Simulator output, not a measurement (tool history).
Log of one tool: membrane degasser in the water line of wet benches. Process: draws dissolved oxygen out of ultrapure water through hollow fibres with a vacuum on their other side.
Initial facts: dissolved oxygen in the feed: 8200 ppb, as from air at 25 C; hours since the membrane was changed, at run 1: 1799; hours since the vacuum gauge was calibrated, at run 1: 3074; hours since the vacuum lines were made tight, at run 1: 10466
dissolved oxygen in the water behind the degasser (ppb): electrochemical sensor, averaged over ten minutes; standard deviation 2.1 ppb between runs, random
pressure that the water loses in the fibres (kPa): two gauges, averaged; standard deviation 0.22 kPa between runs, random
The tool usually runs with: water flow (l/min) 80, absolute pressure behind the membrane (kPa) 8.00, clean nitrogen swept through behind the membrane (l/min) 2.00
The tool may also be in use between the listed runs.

run     day  water flow (l/min)  absolute pressure behind the membrane (kPa)  clean nitrogen swept through behind the membrane (l/min)  hours since the membrane was changed  hours since the vacuum gauge was calibrated  hours since the vacuum lines were made tight  dissolved oxygen in the water behind the degasser (ppb)  pressure that the water loses in the fibres (kPa)
  1   0.000                  80                                         8.00                                                      2.00                                  1799                                         3074                                         10466                                                    436.8                                              51.88
  2   3.654                  80                                         8.00                                                      2.00                                  1887                                         3162                                         10554                                                    439.0                                              51.92
  3   6.742                  80                                         8.00                                                      2.00                                  1961                                         3236                                         10628                                                    439.1                                              51.61
  4  10.321                  80                                         8.00                                                      2.00                                  2047                                         3321                                         10714                                                    437.1                                              51.87
  5  12.438                  80                                         8.00                                                      2.00                                  2098                                         3372                                         10765                                                    436.1                                              51.79
  6  14.862                  80                                         8.00                                                      2.00                                  2156                                         3431                                         10823                                                    440.0                                              51.71
  7  16.596                  63                                         8.00                                                      2.00                                  2198                                         3472                                         10864                                                    340.8                                              40.40
  8  18.629                  63                                         8.00                                                      2.00                                  2246                                         3521                                         10913                                                    338.9                                              40.80
  9  22.158                  63                                         8.00                                                      2.00                                  2331                                         3606                                         10998                                                    339.3                                              40.71
 10  24.262                  80                                         8.00                                                      2.00                                  2382                                         3656                                         11048                                                    439.7                                              52.18
 11  26.862                 113                                         8.00                                                      2.00                                  2444                                         3718                                         11111                                                    634.9                                              73.34
 12  28.550                  80                                         8.00                                                      2.00                                  2484                                         3759                                         11151                                                    437.6                                              51.51
 13  30.308                  80                                         8.00                                                      2.00                                  2527                                         3801                                         11194                                                    435.1                                              51.98
 14  33.700                  80                                         8.00                                                      2.00                                  2608                                         3883                                         11275                                                    435.6                                              51.98
 15  35.325                  80                                         8.00                                                      2.00                                  2647                                         3922                                         11314                                                    438.5                                              51.83
 16  37.200                  80                                         8.00                                                      2.00                                  2692                                         3967                                         11359                                                    439.1                                              51.34
 17  40.683                  80                                         8.00                                                      2.00                                  2776                                         4050                                         11443                                                    434.4                                              51.41
 18  43.829                  68                                         8.00                                                      2.00                                  2851                                         4126                                         11518                                                    363.7                                              44.14
 19  47.496                  68                                         8.00                                                      2.00                                  2939                                         4214                                         11606                                                    368.9                                              43.50
 20  49.579                  80                                         9.19                                                      1.84                                  2989                                         4264                                         11656                                                    553.1                                              51.84
 21  52.750                  77                                         9.19                                                      1.84                                  3065                                         4340                                         11732                                                    527.6                                              49.63
 22  55.983                 102                                         6.46                                                      0.93                                  3143                                         4417                                         11810                                                    631.5                                              65.86
 23  59.671                 102                                         6.46                                                      0.93                                  3231                                         4506                                         11898                                                    632.3                                              66.10
 24  61.688                  80                                        19.34                                                      2.67                                  3280                                         4554                                         11947                                                    971.6                                              51.75
     62.438  -- vacuum gauge calibrated
 25  65.088                  80                                        19.34                                                      2.67                                  3361                                           64                                         12028                                                    978.0                                              51.69
 26  67.512                  80                                        19.34                                                      2.67                                  3419                                          122                                         12086                                                    975.9                                              51.62
 27  69.925                 104                                         6.84                                                      5.31                                  3477                                          180                                         12144                                                    292.8                                              66.81
 28  72.950                 104                                         8.00                                                      2.55                                  3550                                          252                                         12216                                                    503.7                                              67.45
 29  75.350                 116                                         9.49                                                      3.94                                  3607                                          310                                         12274                                                    534.6                                              74.58
 30  77.754                 107                                         7.09                                                      1.21                                  3665                                          368                                         12332                                                    668.1                                              69.20
 31  81.142                 106                                        17.85                                                      2.00                                  3746                                          449                                         12413                                                   1404.1                                              68.43
 32  83.117                 106                                        17.85                                                      2.00                                  3794                                          496                                         12460                                                   1385.9                                              68.45
 33  85.488                  52                                        15.91                                                      1.33                                  3850                                          553                                         12517                                                    922.8                                              33.88

3 options for the next run, each taken on its own from the tool as it stands now. Forecast them:
  A  89.071                  52                                         7.10                                                      1.33                                  3936                                          639                                         12603                                                        ?                                                  ?
  B  89.071                 103                                         8.77                                                      4.32                                  3936                                          639                                         12603                                                        ?                                                  ?
  C  89.071                  79                                        15.91                                                      1.33                                  3936                                          639                                         12603                                                        ?                                                  ?

run  dissolved oxygen in the water behind the degasser (ppb)  pressure that the water loses in the fibres (kPa)
  A                                                    315.2                                              33.76
  B                                                    410.3                                              66.56
  C                                                   1274.6                                              51.62
With the hidden condition removed and each run's random variation left untouched, the same runs would have given:
run  dissolved oxygen in the water behind the degasser (ppb)  pressure that the water loses in the fibres (kPa)
  A                                                    315.1                                              33.76
  B                                                    410.2                                              66.55
  C                                                   1274.6                                              51.61

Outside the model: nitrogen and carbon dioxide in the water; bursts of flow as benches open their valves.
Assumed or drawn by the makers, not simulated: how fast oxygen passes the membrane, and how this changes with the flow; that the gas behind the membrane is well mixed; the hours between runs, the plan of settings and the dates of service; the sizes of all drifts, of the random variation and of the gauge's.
